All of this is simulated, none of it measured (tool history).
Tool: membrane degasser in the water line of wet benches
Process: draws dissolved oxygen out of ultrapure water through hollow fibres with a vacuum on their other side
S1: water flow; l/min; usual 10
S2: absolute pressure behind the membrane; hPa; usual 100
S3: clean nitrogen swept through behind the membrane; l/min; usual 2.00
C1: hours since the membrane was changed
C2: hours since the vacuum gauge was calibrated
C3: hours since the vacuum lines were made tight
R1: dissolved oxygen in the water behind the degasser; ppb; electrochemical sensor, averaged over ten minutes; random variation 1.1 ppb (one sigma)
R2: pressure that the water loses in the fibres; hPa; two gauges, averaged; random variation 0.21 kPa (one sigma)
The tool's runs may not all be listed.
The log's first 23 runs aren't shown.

run 24 day=76.079 | S1=9 S2=76 S3=0.96 | C1=3912 C2=7984 C3=7683 | R1=124.8 R2=463.9
run 25 day=78.321 | S1=8 S2=105 S3=4.41 | C1=3966 C2=8038 C3=7736 | R1=45.8 R2=413.7
run 26 day=80.500 | S1=14 S2=114 S3=2.77 | C1=4018 C2=8090 C3=7789 | R1=181.2 R2=719.6
run 27 day=83.021 | S1=11 S2=100 S3=1.61 | C1=4079 C2=8151 C3=7849 | R1=154.4 R2=572.6
-- day=83.450 vacuum gauge calibrated
run 28 day=85.483 | S1=15 S2=82 S3=1.61 | C1=4137 C2=49 C3=7908 | R1=198.8 R2=773.4
run 29 day=89.608 | S1=15 S2=82 S3=1.61 | C1=4236 C2=148 C3=8007 | R1=198.3 R2=777.0
run 30 day=92.025 | S1=15 S2=82 S3=1.61 | C1=4294 C2=206 C3=8065 | R1=201.2 R2=773.5
run 31 day=96.283 | S1=11 S2=138 S3=2.12 | C1=4396 C2=308 C3=8167 | R1=170.8 R2=563.5
run 32 day=99.071 | S1=6 S2=100 S3=1.50 | C1=4463 C2=375 C3=8234 | R1=75.5 R2=312.0

Forecast each of these 3 alternatives for the next run:
-- day=101.971 seals of the vacuum lines changed
run A day=102.675 | S1=11 S2=178 S3=5.04 | C1=4548 C2=459 C3=17 | R1=? R2=?
-- day=101.971 seals of the vacuum lines changed
run B day=102.675 | S1=11 S2=76 S3=3.27 | C1=4548 C2=459 C3=17 | R1=? R2=?
-- day=101.971 seals of the vacuum lines changed
run C day=102.675 | S1=6 S2=100 S3=4.44 | C1=4548 C2=459 C3=17 | R1=? R2=?

run=A R1=112.3 R2=568.3
run=B R1=70.7 R2=568.5
run=C R1=26.4 R2=311.8
Without the tool's hidden state the same runs would have given:
run=A R1=109.6 R2=561.1
run=B R1=68.1 R2=561.4
run=C R1=25.9 R2=307.9
